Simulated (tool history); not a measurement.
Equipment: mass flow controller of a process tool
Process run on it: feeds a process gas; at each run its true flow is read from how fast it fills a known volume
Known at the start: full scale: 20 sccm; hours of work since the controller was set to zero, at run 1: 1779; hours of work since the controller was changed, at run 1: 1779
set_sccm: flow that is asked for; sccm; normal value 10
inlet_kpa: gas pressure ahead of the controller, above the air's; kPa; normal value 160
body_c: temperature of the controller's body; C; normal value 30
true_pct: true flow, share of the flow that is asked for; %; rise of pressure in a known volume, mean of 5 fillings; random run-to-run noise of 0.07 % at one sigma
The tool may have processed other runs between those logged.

run,hour,set_sccm,inlet_kpa,body_c,hours of work since the controller was set to zero,hours of work since the controller was changed,true_pct
1,0,10,160,30,1779,1779,98.27
2,170.1,10,160,27,1912,1912,98.61
3,313.9,10,160,27,2023,2023,98.75
4,462.2,10,160,27,2139,2139,98.59
5,605.8,16,160,30,2250,2250,99.51
6,727.9,16,160,21,2345,2345,99.99
7,896.7,16,160,21,2477,2477,100.09
8,995.3,16,160,21,2553,2553,100.25
9,1098.1,16,160,21,2633,2633,100.11
10,1286.7,10,162,30,2780,2780,98.64
11,1427.8,10,162,30,2890,2890,98.77
12,1624.5,10,162,30,3043,3043,98.65
13,1740.6,10,184,30,3133,3133,98.69
14,1880.2,10,184,30,3242,3242,98.73
15,2015.8,2,173,21,3347,3347,98.1
16,2196.5,2,247,30,3488,3488,97.21
17,2340.9,4,160,22,3600,3600,98.55
18,2485.5,4,160,22,3713,3713,98.59
19,2629.7,7,217,32,3825,3825,98.11
20,2823.1,11,160,30,3975,3975,99.29
21,3026.5,4,160,30,4133,4133,98.22
22,3121.9,12,221,30,4208,4208,99.26
23,3329.3,12,204,33,4369,4369,99.12
24,3528.6,12,204,33,4524,4524,99.3

Difference, measured minus no-hidden-state, one row per run. Run-to-run variation is common to both terms; the gauge's own scatter need not be:
Hidden state present: flow at rest that the sensor doesn't see, % of full scale; true flow over the shown one, %; drift of the gauge itself on true_pct, %.
run,true_pct
1,+0
2,+0.04
3,+0.09
4,+0.13
5,+0.17
6,+0.21
7,+0.27
8,+0.29
9,+0.32
10,+0.37
11,+0.42
12,+0.47
13,+0.5
14,+0.54
15,+0.56
16,+0.61
17,+0.67
18,+0.71
19,+0.75
20,+0.83
21,+0.86
22,+0.91
23,+0.97
24,+1.03

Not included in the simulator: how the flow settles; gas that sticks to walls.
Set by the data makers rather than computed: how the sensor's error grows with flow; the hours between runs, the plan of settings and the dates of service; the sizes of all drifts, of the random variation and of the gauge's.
